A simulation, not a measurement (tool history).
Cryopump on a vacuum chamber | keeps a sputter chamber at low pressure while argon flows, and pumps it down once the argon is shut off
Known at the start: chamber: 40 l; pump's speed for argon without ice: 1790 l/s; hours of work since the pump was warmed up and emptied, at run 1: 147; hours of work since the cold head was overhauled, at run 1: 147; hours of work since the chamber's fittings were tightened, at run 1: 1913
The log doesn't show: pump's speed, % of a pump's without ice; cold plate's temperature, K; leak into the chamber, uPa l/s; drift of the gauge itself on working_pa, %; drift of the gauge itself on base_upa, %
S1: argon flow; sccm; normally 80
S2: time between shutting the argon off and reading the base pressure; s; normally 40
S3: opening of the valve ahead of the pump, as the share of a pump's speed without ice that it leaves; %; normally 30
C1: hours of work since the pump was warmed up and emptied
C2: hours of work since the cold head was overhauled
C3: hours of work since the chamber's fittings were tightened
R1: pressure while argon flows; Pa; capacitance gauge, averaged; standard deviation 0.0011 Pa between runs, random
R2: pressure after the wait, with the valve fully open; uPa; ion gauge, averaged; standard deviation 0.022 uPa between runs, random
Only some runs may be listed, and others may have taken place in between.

| run | hour | S1 | S2 | S3 | C1 | C2 | C3 | R1 | R2 |
|---|---|---|---|---|---|---|---|---|---|
| 1 | 0 | 80 | 40 | 30 | 147 | 147 | 1913 | 0.2555 | 1.09 |
| 2 | 36.3 | 80 | 206 | 30 | 172 | 172 | 1939 | 0.2578 | 0.76 |
| 3 | 89.4 | 80 | 206 | 30 | 210 | 210 | 1977 | 0.2571 | 0.8 |
| 4 | 124.4 | 130 | 40 | 30 | 235 | 235 | 2002 | 0.4167 | 1.13 |
| 5 | 196.1 | 130 | 40 | 30 | 286 | 286 | 2052 | 0.425 | 1.2 |
| 6 | 268 | 130 | 118 | 30 | 337 | 337 | 2104 | 0.4226 | 0.88 |
| 7 | 299.2 | 80 | 40 | 30 | 359 | 359 | 2126 | 0.2618 | 1.19 |
| 8 | 336.9 | 80 | 40 | 30 | 386 | 386 | 2152 | 0.2625 | 1.22 |
| 9 | 379.9 | 80 | 40 | 30 | 416 | 416 | 2183 | 0.2621 | 1.25 |
| 10 | 438.1 | 80 | 40 | 30 | 458 | 458 | 2224 | 0.2632 | 1.27 |
| 11 | 508.4 | 80 | 24 | 30 | 508 | 508 | 2274 | 0.2655 | 1.6 |
| 12 | 548.3 | 80 | 24 | 30 | 536 | 536 | 2303 | 0.2662 | 1.59 |
| 13 | 617.7 | 80 | 24 | 30 | 585 | 585 | 2352 | 0.2664 | 1.57 |
| 14 | 648 | 80 | 40 | 30 | 607 | 607 | 2373 | 0.2689 | 1.33 |
| 15 | 717.6 | 80 | 40 | 30 | 656 | 656 | 2423 | 0.2699 | 1.32 |
| 16 | 771 | 54 | 40 | 30 | 694 | 694 | 2461 | 0.1834 | 1.36 |
| 17 | 802.5 | 80 | 40 | 30 | 716 | 716 | 2483 | 0.273 | 1.42 |
| 18 | 862.1 | 80 | 40 | 30 | 759 | 759 | 2525 | 0.2729 | 1.39 |
| 19 | 901.4 | 39 | 238 | 30 | 787 | 787 | 2553 | 0.1324 | 1.1 |
| 20 | 934.1 | 80 | 96 | 21 | 810 | 810 | 2576 | 0.3836 | 1.18 |
| 21 | 1003 | 80 | 96 | 21 | 859 | 859 | 2625 | 0.3845 | 1.27 |
| 22 | 1040 | 80 | 96 | 21 | 885 | 885 | 2652 | 0.3856 | 1.22 |
| 23 | 1100.7 | 87 | 174 | 21 | 928 | 928 | 2695 | 0.4183 | 1.23 |
| 24 | 1141.7 | 94 | 78 | 21 | 957 | 957 | 2724 | 0.4568 | 1.34 |
| 25 | 1212.9 | 157 | 27 | 27 | 1008 | 1008 | 2775 | 0.6007 | 1.82 |
| 26 | 1260.5 | 56 | 68 | 22 | 1042 | 1042 | 2808 | 0.2639 | 1.48 |
| 27 | 1321.3 | 56 | 68 | 22 | 1085 | 1085 | 2851 | 0.265 | 1.46 |
| 28 | 1375.9 | 33 | 40 | 59 | 1124 | 1124 | 2890 | 0.0666 | 1.72 |
| 29 | 1421.9 | 33 | 40 | 59 | 1156 | 1156 | 2923 | 0.067 | 1.74 |
|  | 1455 | pump warmed up, emptied and cooled again |
| 30 | 1472.4 | 97 | 100 | 31 | 12 | 1189 | 2955 | 0.2962 | 1.02 |
|  | 1494.9 | leaking fittings of the chamber tightened, without venting |
| 31 | 1523.9 | 37 | 83 | 39 | 47 | 1224 | 21 | 0.0905 | 0.39 |
| 32 | 1554.2 | 80 | 25 | 24 | 69 | 1245 | 42 | 0.3172 | 0.89 |
| 33 | 1608.9 | 48 | 27 | 55 | 108 | 1284 | 81 | 0.0828 | 0.87 |
| 34 | 1654.6 | 34 | 120 | 22 | 140 | 1316 | 113 | 0.1473 | 0.39 |
| 35 | 1714.3 | 42 | 221 | 17 | 183 | 1359 | 156 | 0.2346 | 0.35 |

Each row is a separate what-if for the run after 35, all from the same tool condition, not one after another. Results?
| A | 1770.6 | 50 | 70 | 30 | 223 | 1399 | 196 | ? | ? |
| B | 1770.6 | 49 | 51 | 30 | 223 | 1399 | 196 | ? | ? |
| C | 1770.6 | 77 | 25 | 30 | 223 | 1399 | 196 | ? | ? |

| run | R1 | R2 |
|---|---|---|
| A | 0.1596 | 0.49 |
| B | 0.1589 | 0.61 |
| C | 0.2489 | 0.96 |
With the hidden condition removed and each run's random variation left untouched, the same runs would have given:
| run | R1 | R2 |
|---|---|---|
| A | 0.1564 | 0.41 |
| B | 0.1557 | 0.53 |
| C | 0.2439 | 0.88 |
